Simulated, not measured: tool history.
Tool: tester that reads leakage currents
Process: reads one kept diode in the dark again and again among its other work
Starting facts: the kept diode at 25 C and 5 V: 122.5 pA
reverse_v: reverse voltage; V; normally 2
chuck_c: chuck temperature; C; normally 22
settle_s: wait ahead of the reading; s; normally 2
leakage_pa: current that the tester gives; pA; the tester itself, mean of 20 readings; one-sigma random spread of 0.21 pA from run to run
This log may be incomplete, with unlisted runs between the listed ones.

run     day  reverse_v  chuck_c  settle_s  leakage_pa
  1       0          2       22         2        66.1
  2   1.971          2       22         2       65.59
  3   4.575          2       22         2       65.53
      5.708  -- chuck's temperature calibrated
  4   6.883          2       22         2       72.17
  5   9.842          2       22      3.47       71.81
  6  11.946          2       22      3.47       71.55
  7  15.038      15.35       20      2.03      151.66
  8  17.383        1.6       21      0.58        60.7

For run 9, what comes out?
  9  19.167       1.37       53      1.24           ?

leakage_pa: 559.86 pA
The same run, on a tool lacking any hidden state, would have yielded leakage_pa 565.34 pA.
